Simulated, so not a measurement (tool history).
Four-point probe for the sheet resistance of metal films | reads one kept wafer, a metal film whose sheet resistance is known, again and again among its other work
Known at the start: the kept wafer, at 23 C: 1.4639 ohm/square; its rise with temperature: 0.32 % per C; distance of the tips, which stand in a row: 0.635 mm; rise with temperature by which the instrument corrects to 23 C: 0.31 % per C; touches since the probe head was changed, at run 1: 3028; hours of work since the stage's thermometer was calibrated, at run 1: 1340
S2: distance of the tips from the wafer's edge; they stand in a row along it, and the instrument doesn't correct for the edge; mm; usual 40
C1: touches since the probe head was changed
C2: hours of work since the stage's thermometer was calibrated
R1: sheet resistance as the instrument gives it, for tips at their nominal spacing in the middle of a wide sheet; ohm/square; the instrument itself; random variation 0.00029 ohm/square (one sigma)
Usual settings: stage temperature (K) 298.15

{"run": 1, "day": 0.0, "stage temperature (K)": 298.15, "S2": 40, "C1": 3028, "C2": 1340, "R1": 1.462947}
{"run": 2, "day": 1.483, "stage temperature (K)": 298.15, "S2": 34, "C1": 5082, "C2": 1364, "R1": 1.462665}
{"run": 3, "day": 2.725, "stage temperature (K)": 298.15, "S2": 34, "C1": 6804, "C2": 1384, "R1": 1.462581}
{"run": 4, "day": 4.296, "stage temperature (K)": 303.15, "S2": 40, "C1": 8985, "C2": 1409, "R1": 1.463231}
{"run": 5, "day": 5.85, "stage temperature (K)": 298.15, "S2": 11, "C1": 11137, "C2": 1434, "R1": 1.465078}
{"run": 6, "day": 7.233, "stage temperature (K)": 302.15, "S2": 40, "C1": 13053, "C2": 1456, "R1": 1.463038}
{"day": 7.804, "done": "stage's thermometer calibrated"}
{"run": 7, "day": 8.338, "stage temperature (K)": 298.15, "S2": 4, "C1": 14555, "C2": 8, "R1": 1.483152}
{"run": 8, "day": 10.158, "stage temperature (K)": 298.15, "S2": 40, "C1": 17078, "C2": 37, "R1": 1.463044}
{"run": 9, "day": 12.071, "stage temperature (K)": 298.15, "S2": 40, "C1": 19729, "C2": 68, "R1": 1.46305}
{"run": 10, "day": 13.867, "stage temperature (K)": 298.15, "S2": 40, "C1": 22216, "C2": 97, "R1": 1.462939}
{"run": 11, "day": 15.196, "stage temperature (K)": 298.15, "S2": 40, "C1": 24059, "C2": 118, "R1": 1.46256}
{"run": 12, "day": 17.125, "stage temperature (K)": 298.15, "S2": 40, "C1": 26737, "C2": 149, "R1": 1.462437}
{"run": 13, "day": 18.771, "stage temperature (K)": 298.15, "S2": 40, "C1": 29016, "C2": 175, "R1": 1.46249}
{"run": 14, "day": 19.854, "stage temperature (K)": 298.15, "S2": 40, "C1": 30516, "C2": 192, "R1": 1.462468}
{"run": 15, "day": 21.55, "stage temperature (K)": 298.15, "S2": 40, "C1": 32869, "C2": 219, "R1": 1.462447}
{"run": 16, "day": 23.196, "stage temperature (K)": 298.15, "S2": 40, "C1": 35150, "C2": 245, "R1": 1.462172}
{"run": 17, "day": 24.708, "stage temperature (K)": 303.15, "S2": 40, "C1": 37247, "C2": 269, "R1": 1.462769}
{"run": 18, "day": 26.379, "stage temperature (K)": 303.15, "S2": 40, "C1": 39564, "C2": 296, "R1": 1.462226}
{"run": 19, "day": 28.175, "stage temperature (K)": 299.15, "S2": 40, "C1": 42048, "C2": 325, "R1": 1.461725}
{"run": 20, "day": 29.929, "stage temperature (K)": 298.15, "S2": 17, "C1": 44482, "C2": 353, "R1": 1.46214}
{"run": 21, "day": 31.588, "stage temperature (K)": 298.15, "S2": 17, "C1": 46782, "C2": 379, "R1": 1.462149}
{"run": 22, "day": 33.612, "stage temperature (K)": 298.15, "S2": 17, "C1": 49587, "C2": 411, "R1": 1.462299}
{"run": 23, "day": 35.029, "stage temperature (K)": 298.15, "S2": 3, "C1": 51551, "C2": 434, "R1": 1.49531}
{"run": 24, "day": 36.242, "stage temperature (K)": 303.15, "S2": 30, "C1": 53229, "C2": 453, "R1": 1.462303}
{"run": 25, "day": 37.267, "stage temperature (K)": 294.15, "S2": 36, "C1": 54652, "C2": 470, "R1": 1.460658}
{"run": 26, "day": 39.288, "stage temperature (K)": 295.15, "S2": 40, "C1": 57451, "C2": 502, "R1": 1.460042}
{"run": 27, "day": 40.729, "stage temperature (K)": 297.15, "S2": 24, "C1": 59449, "C2": 525, "R1": 1.460544}
{"run": 28, "day": 42.471, "stage temperature (K)": 295.15, "S2": 4, "C1": 61867, "C2": 553, "R1": 1.479642}
{"run": 29, "day": 43.775, "stage temperature (K)": 304.15, "S2": 9, "C1": 63671, "C2": 573, "R1": 1.465021}
{"run": 30, "day": 45.446, "stage temperature (K)": 296.15, "S2": 40, "C1": 65986, "C2": 600, "R1": 1.460579}
{"run": 31, "day": 46.517, "stage temperature (K)": 302.15, "S2": 40, "C1": 67471, "C2": 617, "R1": 1.460513}
{"run": 32, "day": 47.612, "stage temperature (K)": 301.15, "S2": 17, "C1": 68992, "C2": 635, "R1": 1.461387}
{"run": 33, "day": 49.288, "stage temperature (K)": 295.15, "S2": 6, "C1": 71311, "C2": 661, "R1": 1.468416}
{"run": 34, "day": 51.054, "stage temperature (K)": 298.15, "S2": 16, "C1": 73761, "C2": 689, "R1": 1.461343}
{"run": 35, "day": 52.946, "stage temperature (K)": 301.15, "S2": 5, "C1": 76382, "C2": 720, "R1": 1.472529}
{"run": 36, "day": 54.129, "stage temperature (K)": 305.15, "S2": 4, "C1": 78022, "C2": 738, "R1": 1.479687}
{"run": 37, "day": 55.429, "stage temperature (K)": 298.15, "S2": 13, "C1": 79825, "C2": 759, "R1": 1.461094}
{"run": 38, "day": 57.579, "stage temperature (K)": 298.15, "S2": 13, "C1": 82806, "C2": 793, "R1": 1.461322}
{"run": 39, "day": 58.458, "stage temperature (K)": 293.15, "S2": 3, "C1": 84027, "C2": 807, "R1": 1.493327}
{"run": 40, "day": 60.554, "stage temperature (K)": 308.15, "S2": 30, "C1": 86926, "C2": 841, "R1": 1.460049}
{"run": 41, "day": 62.442, "stage temperature (K)": 308.15, "S2": 30, "C1": 89544, "C2": 871, "R1": 1.460985}
{"run": 42, "day": 63.8, "stage temperature (K)": 308.15, "S2": 30, "C1": 91430, "C2": 893, "R1": 1.460086}
{"run": 43, "day": 64.783, "stage temperature (K)": 308.15, "S2": 30, "C1": 92790, "C2": 908, "R1": 1.460759}
{"run": 44, "day": 65.679, "stage temperature (K)": 296.15, "S2": 26, "C1": 94031, "C2": 922, "R1": 1.459261}

5 ways to go on from here, each from the tool as it stands after run 44. What would each give?
{"run": "A", "day": 66.617, "stage temperature (K)": 303.15, "S2": 5, "C1": 95333, "C2": 937, "R1": "?"}
{"run": "B", "day": 66.617, "stage temperature (K)": 293.15, "S2": 43, "C1": 95333, "C2": 937, "R1": "?"}
{"run": "C", "day": 66.617, "stage temperature (K)": 291.15, "S2": 54, "C1": 95333, "C2": 937, "R1": "?"}
{"run": "D", "day": 66.617, "stage temperature (K)": 299.15, "S2": 72, "C1": 95333, "C2": 937, "R1": "?"}
{"run": "E", "day": 66.617, "stage temperature (K)": 297.15, "S2": 20, "C1": 95333, "C2": 937, "R1": "?"}

run=A R1=1.472193
run=B R1=1.458471
run=C R1=1.457754
run=D R1=1.458288
run=E R1=1.459437
Without the tool's hidden state the same runs would have given:
run=A R1=1.477739
run=B R1=1.463988
run=C R1=1.463273
run=D R1=1.463792
run=E R1=1.464949
